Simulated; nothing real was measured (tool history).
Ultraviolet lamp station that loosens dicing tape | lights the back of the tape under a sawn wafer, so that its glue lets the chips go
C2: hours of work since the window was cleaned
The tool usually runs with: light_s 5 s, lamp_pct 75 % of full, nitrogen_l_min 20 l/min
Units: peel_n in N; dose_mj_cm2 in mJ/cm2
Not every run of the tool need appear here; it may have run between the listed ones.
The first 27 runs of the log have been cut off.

run 28 day=46.483 | light_s=3 lamp_pct=75 nitrogen_l_min=6 | hours_of_work_of_the_lamp=1209 C2=223 | peel_n=1.867 dose_mj_cm2=302
run 29 day=48.579 | light_s=2 lamp_pct=83 nitrogen_l_min=15 | hours_of_work_of_the_lamp=1230 C2=244 | peel_n=1.805 dose_mj_cm2=219
run 30 day=50.950 | light_s=2 lamp_pct=74 nitrogen_l_min=8 | hours_of_work_of_the_lamp=1254 C2=268 | peel_n=2.896 dose_mj_cm2=193
run 31 day=52.554 | light_s=3 lamp_pct=84 nitrogen_l_min=8 | hours_of_work_of_the_lamp=1270 C2=284 | peel_n=1.282 dose_mj_cm2=333
-- day=54.433 window cleaned of glue's vapour
run 32 day=54.692 | light_s=7 lamp_pct=64 nitrogen_l_min=8 | hours_of_work_of_the_lamp=1292 C2=3 | peel_n=0.345 dose_mj_cm2=589
run 33 day=56.571 | light_s=7 lamp_pct=64 nitrogen_l_min=8 | hours_of_work_of_the_lamp=1311 C2=22 | peel_n=0.347 dose_mj_cm2=595
run 34 day=58.283 | light_s=7 lamp_pct=64 nitrogen_l_min=26 | hours_of_work_of_the_lamp=1328 C2=39 | peel_n=0.173 dose_mj_cm2=595
run 35 day=60.258 | light_s=7 lamp_pct=64 nitrogen_l_min=26 | hours_of_work_of_the_lamp=1348 C2=59 | peel_n=0.175 dose_mj_cm2=594
run 36 day=61.725 | light_s=6 lamp_pct=84 nitrogen_l_min=26 | hours_of_work_of_the_lamp=1363 C2=74 | peel_n=0.155 dose_mj_cm2=660
run 37 day=62.967 | light_s=3 lamp_pct=84 nitrogen_l_min=20 | hours_of_work_of_the_lamp=1375 C2=86 | peel_n=0.636 dose_mj_cm2=332
run 38 day=64.988 | light_s=5 lamp_pct=86 nitrogen_l_min=20 | hours_of_work_of_the_lamp=1396 C2=106 | peel_n=0.195 dose_mj_cm2=568
run 39 day=66.729 | light_s=3 lamp_pct=75 nitrogen_l_min=6 | hours_of_work_of_the_lamp=1413 C2=124 | peel_n=1.854 dose_mj_cm2=295
run 40 day=67.917 | light_s=3 lamp_pct=75 nitrogen_l_min=6 | hours_of_work_of_the_lamp=1425 C2=136 | peel_n=1.799 dose_mj_cm2=301
run 41 day=69.933 | light_s=3 lamp_pct=75 nitrogen_l_min=6 | hours_of_work_of_the_lamp=1446 C2=156 | peel_n=1.877 dose_mj_cm2=298
run 42 day=71.138 | light_s=7 lamp_pct=69 nitrogen_l_min=8 | hours_of_work_of_the_lamp=1458 C2=169 | peel_n=0.278 dose_mj_cm2=648

Below are 5 alternative next runs, each starting from the tool's condition after run 42. Predict each:
run A day=72.371 | light_s=5 lamp_pct=69 nitrogen_l_min=27 | hours_of_work_of_the_lamp=1470 C2=181 | peel_n=? dose_mj_cm2=?
run B day=72.371 | light_s=7 lamp_pct=69 nitrogen_l_min=20 | hours_of_work_of_the_lamp=1470 C2=181 | peel_n=? dose_mj_cm2=?
run C day=72.371 | light_s=8 lamp_pct=64 nitrogen_l_min=32 | hours_of_work_of_the_lamp=1470 C2=181 | peel_n=? dose_mj_cm2=?
run D day=72.371 | light_s=5 lamp_pct=69 nitrogen_l_min=10 | hours_of_work_of_the_lamp=1470 C2=181 | peel_n=? dose_mj_cm2=?
run E day=72.371 | light_s=6 lamp_pct=75 nitrogen_l_min=22 | hours_of_work_of_the_lamp=1470 C2=181 | peel_n=? dose_mj_cm2=?

run=A peel_n=0.246 dose_mj_cm2=457
run=B peel_n=0.167 dose_mj_cm2=639
run=C peel_n=0.150 dose_mj_cm2=680
run=D peel_n=0.516 dose_mj_cm2=458
run=E peel_n=0.191 dose_mj_cm2=593
Without the tool's hidden state the same runs would have given:
run=A peel_n=0.245 dose_mj_cm2=459
run=B peel_n=0.167 dose_mj_cm2=641
run=C peel_n=0.150 dose_mj_cm2=682
run=D peel_n=0.512 dose_mj_cm2=459
run=E peel_n=0.191 dose_mj_cm2=595
